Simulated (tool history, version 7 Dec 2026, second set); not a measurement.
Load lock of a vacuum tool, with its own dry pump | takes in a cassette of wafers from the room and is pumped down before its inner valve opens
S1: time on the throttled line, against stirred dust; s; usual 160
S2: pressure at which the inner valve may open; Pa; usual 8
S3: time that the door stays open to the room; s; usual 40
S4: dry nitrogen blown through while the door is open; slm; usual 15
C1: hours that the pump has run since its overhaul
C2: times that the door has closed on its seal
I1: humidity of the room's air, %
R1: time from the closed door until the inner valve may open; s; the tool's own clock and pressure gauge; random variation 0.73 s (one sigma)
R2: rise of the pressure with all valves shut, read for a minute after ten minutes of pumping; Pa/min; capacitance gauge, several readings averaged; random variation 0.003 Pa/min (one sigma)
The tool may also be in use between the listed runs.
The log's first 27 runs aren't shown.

{"run": 28, "hour": 7011.6, "S1": 160, "S2": 8, "S3": 40, "S4": 15, "C1": 9618, "C2": 20622, "I1": 41.3, "R1": 214.8, "R2": 0.031}
{"run": 29, "hour": 7209.7, "S1": 160, "S2": 8, "S3": 40, "S4": 15, "C1": 9816, "C2": 20915, "I1": 44.8, "R1": 216.6, "R2": 0.038}
{"run": 30, "hour": 7490.6, "S1": 107, "S2": 8, "S3": 40, "S4": 15, "C1": 10097, "C2": 21330, "I1": 46.9, "R1": 166.9, "R2": 0.039}
{"run": 31, "hour": 7686.1, "S1": 160, "S2": 8, "S3": 53, "S4": 15, "C1": 10292, "C2": 21619, "I1": 48.7, "R1": 215.2, "R2": 0.044}
{"run": 32, "hour": 7937.7, "S1": 160, "S2": 8, "S3": 53, "S4": 15, "C1": 10544, "C2": 21990, "I1": 46.3, "R1": 215.1, "R2": 0.04}
{"run": 33, "hour": 8305.8, "S1": 225, "S2": 7, "S3": 142, "S4": 15, "C1": 10912, "C2": 22534, "I1": 45.8, "R1": 273.6, "R2": 0.073}
{"run": 34, "hour": 8658.3, "S1": 231, "S2": 7, "S3": 26, "S4": 15, "C1": 11264, "C2": 23055, "I1": 47.7, "R1": 281.2, "R2": 0.025}
{"run": 35, "hour": 8899.0, "S1": 177, "S2": 8, "S3": 38, "S4": 15, "C1": 11505, "C2": 23411, "I1": 47, "R1": 230.1, "R2": 0.035}
{"run": 36, "hour": 9223.0, "S1": 177, "S2": 8, "S3": 38, "S4": 15, "C1": 11829, "C2": 23889, "I1": 43.2, "R1": 230.7, "R2": 0.031}

3 ways to go on from here, each from the tool as it stands after run 36. What would each give?
{"run": "A", "hour": 9530.8, "S1": 160, "S2": 8, "S3": 34, "S4": 6, "C1": 12137, "C2": 24344, "I1": 46.8, "R1": "?", "R2": "?"}
{"run": "B", "hour": 9530.8, "S1": 98, "S2": 7, "S3": 40, "S4": 6, "C1": 12137, "C2": 24344, "I1": 43.6, "R1": "?", "R2": "?"}
{"run": "C", "hour": 9530.8, "S1": 160, "S2": 7, "S3": 40, "S4": 14, "C1": 12137, "C2": 24344, "I1": 44.3, "R1": "?", "R2": "?"}

run=A R1=215.3 R2=0.039
run=B R1=160.8 R2=0.046
run=C R1=216.9 R2=0.031
Without the tool's hidden state the same runs would have given:
run=A R1=215.3 R2=0.038
run=B R1=160.8 R2=0.044
run=C R1=216.9 R2=0.029
